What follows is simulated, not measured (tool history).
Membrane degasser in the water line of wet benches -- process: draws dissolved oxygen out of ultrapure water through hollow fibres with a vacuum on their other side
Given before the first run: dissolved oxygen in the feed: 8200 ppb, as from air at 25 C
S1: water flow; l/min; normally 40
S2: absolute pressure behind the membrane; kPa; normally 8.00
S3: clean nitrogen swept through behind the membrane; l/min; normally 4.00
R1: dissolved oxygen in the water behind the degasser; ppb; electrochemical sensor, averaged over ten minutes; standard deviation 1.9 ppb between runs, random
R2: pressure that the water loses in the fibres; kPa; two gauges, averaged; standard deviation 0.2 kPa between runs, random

| run | hour | S1 | S2 | S3 | R1 | R2 |
|---|---|---|---|---|---|---|
| 1 | 0.0 | 40 | 8.00 | 4.00 | 189.8 | 44.42 |
| 2 | 112.2 | 40 | 8.00 | 4.00 | 192.9 | 44.77 |
| 3 | 212.8 | 40 | 8.00 | 4.00 | 189.0 | 44.37 |
| 4 | 266.0 | 40 | 5.10 | 4.00 | 126.6 | 44.30 |
| 5 | 361.5 | 40 | 5.10 | 4.00 | 125.2 | 44.88 |
| 6 | 431.4 | 40 | 5.10 | 4.00 | 127.4 | 44.75 |
| 7 | 510.6 | 40 | 8.00 | 2.46 | 249.5 | 44.54 |
| 8 | 588.4 | 40 | 8.00 | 4.00 | 192.5 | 44.40 |
| 9 | 669.6 | 40 | 8.00 | 4.00 | 192.0 | 44.77 |
| 10 | 732.6 | 40 | 8.00 | 4.00 | 192.7 | 44.30 |
| 11 | 843.2 | 40 | 8.00 | 9.81 | 127.1 | 44.96 |
| 12 | 892.0 | 40 | 8.00 | 9.81 | 130.1 | 44.42 |
| 13 | 981.0 | 40 | 8.00 | 9.81 | 126.7 | 44.68 |
| 14 | 1100.8 | 44 | 8.00 | 9.81 | 158.1 | 49.55 |
| 15 | 1164.8 | 40 | 8.00 | 4.00 | 196.9 | 44.78 |
| 16 | 1258.5 | 40 | 8.00 | 4.00 | 196.2 | 44.63 |
| 17 | 1325.8 | 40 | 5.58 | 8.83 | 111.3 | 44.83 |
| 18 | 1376.2 | 26 | 11.52 | 5.42 | 118.0 | 29.42 |
| 19 | 1495.7 | 28 | 7.13 | 3.20 | 111.4 | 30.94 |
| 20 | 1567.2 | 40 | 5.09 | 1.66 | 184.7 | 44.94 |
| 21 | 1666.2 | 54 | 6.74 | 1.87 | 390.6 | 60.57 |
| 22 | 1716.7 | 27 | 8.25 | 4.00 | 106.5 | 30.30 |
| 23 | 1787.0 | 27 | 8.25 | 4.00 | 106.9 | 30.38 |
| 24 | 1875.4 | 41 | 6.90 | 2.14 | 252.1 | 46.34 |
| 25 | 1979.1 | 41 | 14.48 | 7.92 | 229.0 | 46.01 |
| 26 | 2030.5 | 41 | 14.48 | 7.92 | 228.6 | 46.33 |
| 27 | 2118.5 | 41 | 14.48 | 7.92 | 232.6 | 45.90 |
| 28 | 2189.7 | 41 | 14.48 | 7.92 | 232.8 | 46.11 |
| 29 | 2297.5 | 35 | 8.00 | 4.00 | 159.5 | 39.50 |
| 30 | 2408.6 | 35 | 8.00 | 4.00 | 159.1 | 39.51 |
| 31 | 2465.6 | 37 | 8.00 | 3.98 | 173.5 | 41.58 |
| 32 | 2565.5 | 60 | 8.00 | 4.66 | 373.7 | 67.69 |

Some steps in R1, run to run, broken into two amounts with sign: the step expected even without the hidden condition (settings, incoming material, random variation), and the rest, left for the hidden condition together with whatever gauge scatter is not in both the measured and the hidden-condition-free result:
The tool's hidden condition here consists of: membrane still open, %; true pressure behind the membrane over the reading, kPa; air that leaks in behind the membrane, l/min; drift of the gauge itself on oxygen_ppb, %; drift of the gauge itself on loss_of_pressure_kpa, %.
Run 20 -> 21: S1 40 -> 54, S2 5.09 -> 6.74, S3 1.66 -> 1.87. R1 +205.9 ppb: hidden state +7.9, all else +198.0.
Run 21 -> 22: S1 54 -> 27, S2 6.74 -> 8.25, S3 1.87 -> 4.00. R1 -284.1 ppb: hidden state -15.7, all else -268.4.
Run 23 -> 24: S1 27 -> 41, S2 8.25 -> 6.90, S3 4.00 -> 2.14. R1 +145.2 ppb: hidden state +8.8, all else +136.4.
Run 31 -> 32: S1 37 -> 60, S3 3.98 -> 4.66. R1 +200.2 ppb: hidden state +14.7, all else +185.5.

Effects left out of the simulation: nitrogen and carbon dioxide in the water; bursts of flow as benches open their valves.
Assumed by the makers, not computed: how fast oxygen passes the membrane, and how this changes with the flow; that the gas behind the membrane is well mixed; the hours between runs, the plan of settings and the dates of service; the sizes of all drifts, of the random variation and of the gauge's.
